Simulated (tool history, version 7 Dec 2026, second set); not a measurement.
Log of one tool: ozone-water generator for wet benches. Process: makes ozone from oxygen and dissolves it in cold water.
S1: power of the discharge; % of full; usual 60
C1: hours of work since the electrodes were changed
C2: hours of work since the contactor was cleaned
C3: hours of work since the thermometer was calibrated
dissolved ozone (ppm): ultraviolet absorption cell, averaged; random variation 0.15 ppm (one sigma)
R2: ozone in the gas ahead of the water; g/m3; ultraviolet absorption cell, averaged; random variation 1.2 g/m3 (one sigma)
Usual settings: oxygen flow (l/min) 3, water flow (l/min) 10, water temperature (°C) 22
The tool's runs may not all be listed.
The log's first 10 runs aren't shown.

run 11 day=18.296 | S1=79 oxygen_flow_(l/min)=3 water_flow_(l/min)=10 water_temperature_(°C)=22 | C1=971 C2=476 C3=5249 | dissolved_ozone_(ppm)=20.8 R2=257.1
run 12 day=19.779 | S1=60 oxygen_flow_(l/min)=2.13 water_flow_(l/min)=10 water_temperature_(°C)=22 | C1=996 C2=501 C3=5273 | dissolved_ozone_(ppm)=18.6 R2=269.8
run 13 day=22.162 | S1=60 oxygen_flow_(l/min)=4.24 water_flow_(l/min)=10 water_temperature_(°C)=22 | C1=1035 C2=540 C3=5312 | dissolved_ozone_(ppm)=17 R2=181.5
run 14 day=23.892 | S1=60 oxygen_flow_(l/min)=3 water_flow_(l/min)=10 water_temperature_(°C)=22 | C1=1064 C2=568 C3=5341 | dissolved_ozone_(ppm)=17.8 R2=221.1
run 15 day=26.392 | S1=77 oxygen_flow_(l/min)=3 water_flow_(l/min)=10 water_temperature_(°C)=22 | C1=1105 C2=610 C3=5382 | dissolved_ozone_(ppm)=20.7 R2=253.4
run 16 day=28.771 | S1=77 oxygen_flow_(l/min)=3 water_flow_(l/min)=10 water_temperature_(°C)=22 | C1=1144 C2=649 C3=5421 | dissolved_ozone_(ppm)=20.8 R2=255.6
run 17 day=30.808 | S1=77 oxygen_flow_(l/min)=2.17 water_flow_(l/min)=9 water_temperature_(°C)=18 | C1=1178 C2=682 C3=5455 | dissolved_ozone_(ppm)=24.7 R2=310.2
run 18 day=32.375 | S1=77 oxygen_flow_(l/min)=2.17 water_flow_(l/min)=9 water_temperature_(°C)=18 | C1=1203 C2=708 C3=5480 | dissolved_ozone_(ppm)=24.5 R2=310.5
run 19 day=34.333 | S1=77 oxygen_flow_(l/min)=2.17 water_flow_(l/min)=9 water_temperature_(°C)=18 | C1=1236 C2=740 C3=5513 | dissolved_ozone_(ppm)=24.5 R2=309.4
run 20 day=35.979 | S1=47 oxygen_flow_(l/min)=1.51 water_flow_(l/min)=10 water_temperature_(°C)=22 | C1=1263 C2=768 C3=5540 | dissolved_ozone_(ppm)=15.7 R2=287
-- day=37.004 water thermometer calibrated
run 21 day=37.571 | S1=76 oxygen_flow_(l/min)=1.71 water_flow_(l/min)=10 water_temperature_(°C)=15 | C1=1289 C2=793 C3=9 | dissolved_ozone_(ppm)=22.6 R2=354.2
run 22 day=40.15 | S1=76 oxygen_flow_(l/min)=1.71 water_flow_(l/min)=10 water_temperature_(°C)=15 | C1=1331 C2=836 C3=52 | dissolved_ozone_(ppm)=22.7 R2=351.4
run 23 day=42.646 | S1=76 oxygen_flow_(l/min)=1.71 water_flow_(l/min)=10 water_temperature_(°C)=15 | C1=1372 C2=877 C3=93 | dissolved_ozone_(ppm)=22.9 R2=355
run 24 day=45.196 | S1=60 oxygen_flow_(l/min)=3 water_flow_(l/min)=7 water_temperature_(°C)=22 | C1=1414 C2=919 C3=135 | dissolved_ozone_(ppm)=22.6 R2=221.9
run 25 day=46.733 | S1=60 oxygen_flow_(l/min)=4.06 water_flow_(l/min)=7 water_temperature_(°C)=22 | C1=1439 C2=944 C3=160 | dissolved_ozone_(ppm)=21.6 R2=185.7
run 26 day=49.179 | S1=60 oxygen_flow_(l/min)=4.06 water_flow_(l/min)=7 water_temperature_(°C)=22 | C1=1480 C2=985 C3=200 | dissolved_ozone_(ppm)=21 R2=187
run 27 day=51.525 | S1=95 oxygen_flow_(l/min)=4.06 water_flow_(l/min)=7 water_temperature_(°C)=22 | C1=1518 C2=1023 C3=239 | dissolved_ozone_(ppm)=28 R2=241.6
run 28 day=53.354 | S1=50 oxygen_flow_(l/min)=3 water_flow_(l/min)=7 water_temperature_(°C)=15 | C1=1548 C2=1053 C3=269 | dissolved_ozone_(ppm)=23.2 R2=198.3
run 29 day=55.167 | S1=47 oxygen_flow_(l/min)=3 water_flow_(l/min)=10 water_temperature_(°C)=22 | C1=1578 C2=1083 C3=299 | dissolved_ozone_(ppm)=15.5 R2=193.4
run 30 day=56.621 | S1=63 oxygen_flow_(l/min)=4.69 water_flow_(l/min)=11 water_temperature_(°C)=19 | C1=1602 C2=1107 C3=323 | dissolved_ozone_(ppm)=17.2 R2=173.8
run 31 day=58.454 | S1=63 oxygen_flow_(l/min)=4.69 water_flow_(l/min)=11 water_temperature_(°C)=19 | C1=1632 C2=1137 C3=353 | dissolved_ozone_(ppm)=17 R2=173.6
run 32 day=60.904 | S1=63 oxygen_flow_(l/min)=4.69 water_flow_(l/min)=11 water_temperature_(°C)=19 | C1=1673 C2=1178 C3=394 | dissolved_ozone_(ppm)=17.2 R2=176.1

4 ways to go on from here, each from the tool as it stands after run 32. What would each give?
run A day=63.388 | S1=92 oxygen_flow_(l/min)=3.09 water_flow_(l/min)=11 water_temperature_(°C)=19 | C1=1714 C2=1218 C3=434 | dissolved_ozone_(ppm)=? R2=?
run B day=63.388 | S1=46 oxygen_flow_(l/min)=4.69 water_flow_(l/min)=6 water_temperature_(°C)=19 | C1=1714 C2=1218 C3=434 | dissolved_ozone_(ppm)=? R2=?
run C day=63.388 | S1=63 oxygen_flow_(l/min)=4.69 water_flow_(l/min)=11 water_temperature_(°C)=16 | C1=1714 C2=1218 C3=434 | dissolved_ozone_(ppm)=? R2=?
run D day=63.388 | S1=42 oxygen_flow_(l/min)=3 water_flow_(l/min)=10 water_temperature_(°C)=28 | C1=1714 C2=1218 C3=434 | dissolved_ozone_(ppm)=? R2=?

run=A dissolved_ozone_(ppm)=22.2 R2=277.7
run=B dissolved_ozone_(ppm)=20.2 R2=147.4
run=C dissolved_ozone_(ppm)=18 R2=175.4
run=D dissolved_ozone_(ppm)=13.2 R2=181.2
Without the tool's hidden state the same runs would have given:
run=A dissolved_ozone_(ppm)=22.2 R2=277.9
run=B dissolved_ozone_(ppm)=20.3 R2=147.5
run=C dissolved_ozone_(ppm)=18 R2=175.5
run=D dissolved_ozone_(ppm)=13.2 R2=181.3
